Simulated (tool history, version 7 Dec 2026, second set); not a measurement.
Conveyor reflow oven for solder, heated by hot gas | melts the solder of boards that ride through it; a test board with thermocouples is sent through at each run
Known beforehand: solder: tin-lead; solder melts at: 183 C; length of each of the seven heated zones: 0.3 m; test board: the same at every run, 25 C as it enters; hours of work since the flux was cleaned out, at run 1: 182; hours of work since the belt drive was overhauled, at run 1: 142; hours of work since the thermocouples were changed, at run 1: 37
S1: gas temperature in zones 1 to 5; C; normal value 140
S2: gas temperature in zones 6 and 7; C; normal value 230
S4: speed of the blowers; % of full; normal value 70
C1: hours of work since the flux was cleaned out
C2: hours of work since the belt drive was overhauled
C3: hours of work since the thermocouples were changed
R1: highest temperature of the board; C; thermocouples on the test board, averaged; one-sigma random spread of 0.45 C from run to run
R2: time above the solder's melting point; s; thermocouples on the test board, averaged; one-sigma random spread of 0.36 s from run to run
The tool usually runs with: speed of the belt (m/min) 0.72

{"run": 1, "hour": 0.0, "S1": 140, "S2": 230, "speed of the belt (m/min)": 0.72, "S4": 70, "C1": 182, "C2": 142, "C3": 37, "R1": 209.9, "R2": 33.6}
{"run": 2, "hour": 11.8, "S1": 140, "S2": 230, "speed of the belt (m/min)": 0.606, "S4": 70, "C1": 188, "C2": 148, "C3": 43, "R1": 215.3, "R2": 43.2}
{"run": 3, "hour": 23.9, "S1": 140, "S2": 230, "speed of the belt (m/min)": 0.606, "S4": 70, "C1": 194, "C2": 154, "C3": 49, "R1": 213.8, "R2": 43.9}
{"run": 4, "hour": 33.9, "S1": 140, "S2": 230, "speed of the belt (m/min)": 0.606, "S4": 70, "C1": 199, "C2": 159, "C3": 54, "R1": 215, "R2": 43.8}
{"run": 5, "hour": 43.9, "S1": 140, "S2": 230, "speed of the belt (m/min)": 0.606, "S4": 70, "C1": 204, "C2": 163, "C3": 59, "R1": 215.8, "R2": 44.2}
{"run": 6, "hour": 52.8, "S1": 140, "S2": 230, "speed of the belt (m/min)": 0.606, "S4": 70, "C1": 208, "C2": 168, "C3": 63, "R1": 214.1, "R2": 42.7}
{"run": 7, "hour": 59.9, "S1": 140, "S2": 230, "speed of the belt (m/min)": 0.606, "S4": 70, "C1": 212, "C2": 171, "C3": 66, "R1": 215.4, "R2": 43}
{"run": 8, "hour": 71.4, "S1": 132, "S2": 230, "speed of the belt (m/min)": 0.72, "S4": 70, "C1": 217, "C2": 177, "C3": 72, "R1": 207.4, "R2": 28.7}
{"run": 9, "hour": 83.6, "S1": 136, "S2": 230, "speed of the belt (m/min)": 0.72, "S4": 70, "C1": 223, "C2": 183, "C3": 78, "R1": 207.4, "R2": 30.3}
{"run": 10, "hour": 93.4, "S1": 136, "S2": 230, "speed of the belt (m/min)": 0.72, "S4": 70, "C1": 228, "C2": 188, "C3": 83, "R1": 208.2, "R2": 30.3}
{"run": 11, "hour": 100.5, "S1": 140, "S2": 230, "speed of the belt (m/min)": 0.72, "S4": 70, "C1": 231, "C2": 191, "C3": 86, "R1": 208.9, "R2": 32.2}
{"run": 12, "hour": 111.6, "S1": 140, "S2": 230, "speed of the belt (m/min)": 0.72, "S4": 70, "C1": 237, "C2": 196, "C3": 92, "R1": 209.4, "R2": 32.2}
{"run": 13, "hour": 119.2, "S1": 140, "S2": 230, "speed of the belt (m/min)": 0.72, "S4": 70, "C1": 241, "C2": 200, "C3": 95, "R1": 207.6, "R2": 31.7}
{"run": 14, "hour": 128.0, "S1": 140, "S2": 230, "speed of the belt (m/min)": 0.72, "S4": 70, "C1": 245, "C2": 204, "C3": 100, "R1": 208.8, "R2": 32.1}
{"run": 15, "hour": 135.2, "S1": 140, "S2": 230, "speed of the belt (m/min)": 0.72, "S4": 70, "C1": 248, "C2": 208, "C3": 103, "R1": 208.6, "R2": 32}
{"run": 16, "hour": 145.3, "S1": 145, "S2": 230, "speed of the belt (m/min)": 0.719, "S4": 70, "C1": 253, "C2": 213, "C3": 108, "R1": 208.7, "R2": 34}
{"run": 17, "hour": 151.7, "S1": 140, "S2": 244, "speed of the belt (m/min)": 0.72, "S4": 51, "C1": 256, "C2": 216, "C3": 111, "R1": 211.2, "R2": 33.4}
{"run": 18, "hour": 163.0, "S1": 150, "S2": 230, "speed of the belt (m/min)": 0.72, "S4": 70, "C1": 262, "C2": 222, "C3": 117, "R1": 210.4, "R2": 35.7}
{"run": 19, "hour": 169.4, "S1": 150, "S2": 230, "speed of the belt (m/min)": 0.72, "S4": 60, "C1": 265, "C2": 225, "C3": 120, "R1": 207, "R2": 32.8}
{"run": 20, "hour": 178.3, "S1": 150, "S2": 230, "speed of the belt (m/min)": 0.72, "S4": 60, "C1": 269, "C2": 229, "C3": 124, "R1": 207, "R2": 33}
{"run": 21, "hour": 186.0, "S1": 142, "S2": 230, "speed of the belt (m/min)": 0.742, "S4": 70, "C1": 273, "C2": 233, "C3": 128, "R1": 207.3, "R2": 30.4}
{"run": 22, "hour": 193.8, "S1": 142, "S2": 230, "speed of the belt (m/min)": 0.742, "S4": 70, "C1": 277, "C2": 237, "C3": 132, "R1": 207, "R2": 30.6}
{"run": 23, "hour": 204.3, "S1": 142, "S2": 230, "speed of the belt (m/min)": 0.608, "S4": 70, "C1": 282, "C2": 242, "C3": 137, "R1": 213.8, "R2": 43.1}
{"run": 24, "hour": 209.9, "S1": 126, "S2": 221, "speed of the belt (m/min)": 0.796, "S4": 84, "C1": 285, "C2": 244, "C3": 140, "R1": 197.5, "R2": 18.3}
{"run": 25, "hour": 216.6, "S1": 136, "S2": 237, "speed of the belt (m/min)": 0.796, "S4": 84, "C1": 288, "C2": 248, "C3": 143, "R1": 212.8, "R2": 30.9}
{"run": 26, "hour": 225.1, "S1": 140, "S2": 230, "speed of the belt (m/min)": 0.708, "S4": 55, "C1": 292, "C2": 252, "C3": 147, "R1": 202.2, "R2": 26.9}
{"run": 27, "hour": 233.3, "S1": 126, "S2": 245, "speed of the belt (m/min)": 0.72, "S4": 55, "C1": 296, "C2": 256, "C3": 151, "R1": 209.6, "R2": 28.8}
{"run": 28, "hour": 243.5, "S1": 148, "S2": 233, "speed of the belt (m/min)": 0.72, "S4": 55, "C1": 301, "C2": 261, "C3": 156, "R1": 206.2, "R2": 31.4}
{"run": 29, "hour": 251.8, "S1": 133, "S2": 228, "speed of the belt (m/min)": 0.72, "S4": 61, "C1": 305, "C2": 265, "C3": 160, "R1": 200.6, "R2": 23.3}
{"run": 30, "hour": 257.7, "S1": 133, "S2": 222, "speed of the belt (m/min)": 0.604, "S4": 57, "C1": 308, "C2": 268, "C3": 163, "R1": 200.9, "R2": 29.7}

For some of the steps in R1 from one run to the next: how much would appear even if the tool had no hidden state, given the settings, what came in and random variation, and how much remains for the hidden state plus any gauge scatter that the measured result and the result without hidden state don't share?
Hidden state at play: heat that the gas passes to the board, % of a clean oven's; belt's true speed, % of the reading; true gas temperature in zones 6 and 7 over the reading, C; drift of the gauge itself on peak_c, C; drift of the gauge itself on liquid_s, %.
Run 7 -> 8: S1 140 -> 132, speed of the belt (m/min) 0.606 -> 0.72. R1 -8 C: hidden state -0.8, all else -7.2.
Run 23 -> 24: S1 142 -> 126, S2 230 -> 221, speed of the belt (m/min) 0.608 -> 0.796, S4 70 -> 84. R1 -16.3 C: hidden state -1.5, all else -14.8.
Run 24 -> 25: S1 126 -> 136, S2 221 -> 237. R1 +15.3 C: hidden state -0.2, all else +15.5.
Run 25 -> 26: S1 136 -> 140, S2 237 -> 230, speed of the belt (m/min) 0.796 -> 0.708, S4 84 -> 55. R1 -10.6 C: hidden state +1.3, all else -11.9.
